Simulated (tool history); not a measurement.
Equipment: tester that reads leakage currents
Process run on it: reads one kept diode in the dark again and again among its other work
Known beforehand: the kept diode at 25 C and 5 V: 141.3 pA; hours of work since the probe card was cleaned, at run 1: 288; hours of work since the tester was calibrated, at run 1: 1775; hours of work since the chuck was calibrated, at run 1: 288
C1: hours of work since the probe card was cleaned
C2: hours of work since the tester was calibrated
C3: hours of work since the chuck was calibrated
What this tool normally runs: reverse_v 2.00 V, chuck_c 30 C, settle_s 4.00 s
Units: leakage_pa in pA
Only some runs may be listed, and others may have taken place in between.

Run 1, day 0.000: usual settings; C1 288; C2 1775; C3 288. Result: leakage_pa 130.57 pA.
Run 2, day 9.421: usual settings; C1 458; C2 1945; C3 458. Result: leakage_pa 132.16 pA.
Run 3, day 16.746: usual settings but chuck_c 53 C; C1 590; C2 2077; C3 590. Result: leakage_pa 829.07 pA.
Run 4, day 21.492: usual settings but chuck_c 53 C; C1 676; C2 2163; C3 676. Result: leakage_pa 834.46 pA.
Run 5, day 27.646: usual settings but chuck_c 53 C; C1 787; C2 2274; C3 787. Result: leakage_pa 836.97 pA.
Run 6, day 36.817: usual settings but chuck_c 53 C; C1 952; C2 2439; C3 952. Result: leakage_pa 842.23 pA.
Run 7, day 45.321: usual settings but chuck_c 53 C; C1 1106; C2 2593; C3 1106. Result: leakage_pa 849.50 pA.
Run 8, day 54.667: usual settings but chuck_c 53 C; C1 1274; C2 2761; C3 1274. Result: leakage_pa 864.39 pA.
At day 58.567: tester calibrated.
Run 9, day 60.146: usual settings but chuck_c 53 C; C1 1372; C2 29; C3 1372. Result: leakage_pa 850.26 pA.
Run 10, day 69.650: usual settings but chuck_c 52 C; C1 1543; C2 200; C3 1543. Result: leakage_pa 794.91 pA.
Run 11, day 78.600: usual settings but chuck_c 52 C; C1 1705; C2 362; C3 1705. Result: leakage_pa 797.89 pA.
At day 80.846: chuck's temperature calibrated.
Run 12, day 87.708: usual settings; C1 1868; C2 525; C3 124. Result: leakage_pa 128.93 pA.
Run 13, day 92.721: usual settings; C1 1958; C2 615; C3 214. Result: leakage_pa 130.44 pA.
Run 14, day 101.154: usual settings; C1 2110; C2 767; C3 367. Result: leakage_pa 131.90 pA.
Run 15, day 110.246: usual settings; C1 2275; C2 931; C3 531. Result: leakage_pa 133.30 pA.
At day 114.192: tester calibrated, once more.
Run 16, day 116.438: usual settings; C1 2385; C2 41; C3 641. Result: leakage_pa 142.90 pA.
At day 117.412: probe card cleaned and baked.
Run 17, day 125.608: usual settings but reverse_v 3.61 V; C1 148; C2 204; C3 804. Result: leakage_pa 195.06 pA.
Run 18, day 134.254: usual settings but reverse_v 3.61 V; C1 304; C2 360; C3 960. Result: leakage_pa 196.04 pA.
Run 19, day 138.817: usual settings but settle_s 0.52 s; C1 386; C2 442; C3 1043. Result: leakage_pa 142.93 pA.
Run 20, day 147.804: usual settings but settle_s 0.52 s; C1 549; C2 604; C3 1205. Result: leakage_pa 143.54 pA.
Run 21, day 153.629: usual settings but reverse_v 1.74 V, chuck_c 33 C, settle_s 0.52 s; C1 654; C2 710; C3 1310. Result: leakage_pa 172.57 pA.
Run 22, day 163.071: usual settings but reverse_v 1.74 V, chuck_c 33 C, settle_s 0.52 s; C1 824; C2 880; C3 1481. Result: leakage_pa 174.56 pA.
Run 23, day 170.525: usual settings but reverse_v 1.74 V, chuck_c 33 C, settle_s 0.52 s; C1 959; C2 1015; C3 1615. Result: leakage_pa 176.50 pA.
At day 177.554: chuck's temperature calibrated.
Run 24, day 178.250: usual settings but reverse_v 5.93 V, chuck_c 24 C, settle_s 2.88 s; C1 1097; C2 1153; C3 13. Result: leakage_pa 146.09 pA.
Run 25, day 182.254: usual settings but reverse_v 4.03 V, settle_s 3.72 s; C1 1169; C2 1225; C3 85. Result: leakage_pa 197.31 pA.
Run 26, day 186.917: usual settings but reverse_v 4.03 V, settle_s 3.72 s; C1 1253; C2 1309; C3 169. Result: leakage_pa 199.03 pA.
Run 27, day 192.538: usual settings but reverse_v 1.61 V, chuck_c 22 C, settle_s 2.34 s; C1 1355; C2 1411; C3 270. Result: leakage_pa 59.74 pA.
Run 28, day 200.717: usual settings but reverse_v 1.61 V, chuck_c 23 C, settle_s 2.34 s; C1 1502; C2 1558; C3 418. Result: leakage_pa 66.09 pA.
Run 29, day 208.062: usual settings but reverse_v 1.61 V, chuck_c 23 C, settle_s 2.34 s; C1 1635; C2 1691; C3 551. Result: leakage_pa 67.11 pA.
Run 30, day 213.525: usual settings but reverse_v 1.61 V, chuck_c 35 C, settle_s 4.22 s; C1 1733; C2 1789; C3 649. Result: leakage_pa 185.94 pA.
Run 31, day 219.638: usual settings but reverse_v 1.61 V, chuck_c 34 C, settle_s 1.10 s; C1 1844; C2 1900; C3 760. Result: leakage_pa 172.53 pA.
Run 32, day 228.529: usual settings but reverse_v 2.51 V, chuck_c 28 C, settle_s 8.67 s; C1 2004; C2 2060; C3 920. Result: leakage_pa 135.17 pA.
Run 33, day 232.817: usual settings but reverse_v 4.88 V, chuck_c 28 C, settle_s 0.75 s; C1 2082; C2 2138; C3 998. Result: leakage_pa 200.41 pA.
Run 34, day 241.046: usual settings but reverse_v 1.95 V, chuck_c 27 C, settle_s 1.07 s; C1 2230; C2 2286; C3 1146. Result: leakage_pa 110.13 pA.
Run 35, day 245.346: usual settings but reverse_v 1.95 V, chuck_c 27 C, settle_s 1.07 s; C1 2308; C2 2364; C3 1224. Result: leakage_pa 110.73 pA.
At day 250.258: probe card cleaned and baked.
Run 36, day 252.158: usual settings but reverse_v 9.56 V, settle_s 1.72 s; C1 34; C2 2484; C3 1344. Result: leakage_pa 336.96 pA.
Run 37, day 258.383: usual settings but chuck_c 34 C, settle_s 2.61 s; C1 147; C2 2597; C3 1457. Result: leakage_pa 199.45 pA.
Run 38, day 265.546: usual settings but chuck_c 34 C, settle_s 2.61 s; C1 276; C2 2726; C3 1586. Result: leakage_pa 201.57 pA.
At day 270.758: tester calibrated.
Run 39, day 273.100: usual settings but reverse_v 1.10 V, chuck_c 56 C, settle_s 1.18 s; C1 411; C2 42; C3 1721. Result: leakage_pa 825.49 pA.
At day 274.567: chuck's temperature calibrated.
Run 40, day 277.662: usual settings but reverse_v 1.10 V, chuck_c 56 C, settle_s 1.18 s; C1 492; C2 123; C3 56. Result: leakage_pa 737.80 pA.

Each row is a separate what-if for the run after 40, all from the same tool condition, not one after another. Results?
Run A, day 282.558: usual settings but reverse_v 18.44 V, chuck_c 45 C, settle_s 0.44 s; C1 580; C2 211; C3 144. Result: leakage_pa ?.
Run B, day 282.558: usual settings but reverse_v 4.68 V, chuck_c 56 C, settle_s 0.32 s; C1 580; C2 211; C3 144. Result: leakage_pa ?.
Run C, day 282.558: usual settings but settle_s 9.24 s; C1 580; C2 211; C3 144. Result: leakage_pa ?.

run  leakage_pa
  A     1552.97
  B     1651.31
  C      132.73
What these runs would have given with no unlogged condition in the tool:
run  leakage_pa
  A     1549.39
  B     1654.68
  C      132.24
